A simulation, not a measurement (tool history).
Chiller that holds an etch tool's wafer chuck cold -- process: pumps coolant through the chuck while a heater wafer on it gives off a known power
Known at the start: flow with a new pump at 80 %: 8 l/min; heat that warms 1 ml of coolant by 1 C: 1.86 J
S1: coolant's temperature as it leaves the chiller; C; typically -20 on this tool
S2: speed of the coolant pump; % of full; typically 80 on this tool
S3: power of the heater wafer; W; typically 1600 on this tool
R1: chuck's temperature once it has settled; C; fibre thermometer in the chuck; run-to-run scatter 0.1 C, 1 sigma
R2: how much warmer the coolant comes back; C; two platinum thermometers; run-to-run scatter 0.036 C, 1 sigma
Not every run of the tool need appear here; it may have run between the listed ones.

run 1 day=0 | S1=-20 S2=80 S3=1600 | R1=-7 R2=6.77
run 2 day=5.942 | S1=-20 S2=80 S3=1600 | R1=-7 R2=6.78
run 3 day=11.2 | S1=-20 S2=91 S3=1600 | R1=-8.3 R2=5.92
run 4 day=14.025 | S1=-20 S2=97 S3=1600 | R1=-8.9 R2=5.45
run 5 day=16.879 | S1=-20 S2=97 S3=1600 | R1=-9 R2=5.49
run 6 day=23.146 | S1=-20 S2=80 S3=1600 | R1=-6.5 R2=6.78
run 7 day=28.883 | S1=-20 S2=77 S3=1600 | R1=-6 R2=7.11
run 8 day=35.512 | S1=-20 S2=77 S3=1600 | R1=-5.8 R2=7.15
run 9 day=38.9 | S1=-20 S2=80 S3=1965 | R1=-3.2 R2=8.43
run 10 day=42.35 | S1=-20 S2=80 S3=1600 | R1=-6.4 R2=6.9
run 11 day=48.717 | S1=-20 S2=80 S3=1600 | R1=-6.3 R2=6.84
run 12 day=54.225 | S1=-20 S2=80 S3=1600 | R1=-6.1 R2=6.9
run 13 day=58.858 | S1=-20 S2=80 S3=1600 | R1=-6.1 R2=6.96
run 14 day=62.121 | S1=-20 S2=89 S3=1230 | R1=-10.3 R2=4.76
run 15 day=66.875 | S1=-20 S2=89 S3=1230 | R1=-10.2 R2=4.73
run 16 day=70.958 | S1=-20 S2=89 S3=1230 | R1=-10.1 R2=4.7
run 17 day=77.771 | S1=-26 S2=85 S3=1023 | R1=-17.3 R2=4.14
run 18 day=82.475 | S1=-13 S2=67 S3=1600 | R1=3.9 R2=8.58
run 19 day=87.579 | S1=-28 S2=91 S3=1857 | R1=-13.3 R2=6.99
run 20 day=91.933 | S1=-14 S2=91 S3=1857 | R1=1 R2=7.05
run 21 day=96.362 | S1=-20 S2=94 S3=1600 | R1=-7.5 R2=5.86

Below are 4 alternative next runs, each starting from the tool's condition after run 21. Predict each:
run A day=101.358 | S1=-20 S2=80 S3=1600 | R1=? R2=?
run B day=101.358 | S1=-15 S2=80 S3=1188 | R1=? R2=?
run C day=101.358 | S1=-20 S2=94 S3=2280 | R1=? R2=?
run D day=101.358 | S1=-23 S2=73 S3=1252 | R1=? R2=?

run=A R1=-5.4 R2=7.06
run=B R1=-4.2 R2=5.19
run=C R1=-2.3 R2=8.36
run=D R1=-10.3 R2=6.19
With no hidden state in the tool, these same runs would have given:
run=A R1=-8.6 R2=6.46
run=B R1=-6.7 R2=4.74
run=C R1=-6.1 R2=7.64
run=D R1=-13.1 R2=5.66

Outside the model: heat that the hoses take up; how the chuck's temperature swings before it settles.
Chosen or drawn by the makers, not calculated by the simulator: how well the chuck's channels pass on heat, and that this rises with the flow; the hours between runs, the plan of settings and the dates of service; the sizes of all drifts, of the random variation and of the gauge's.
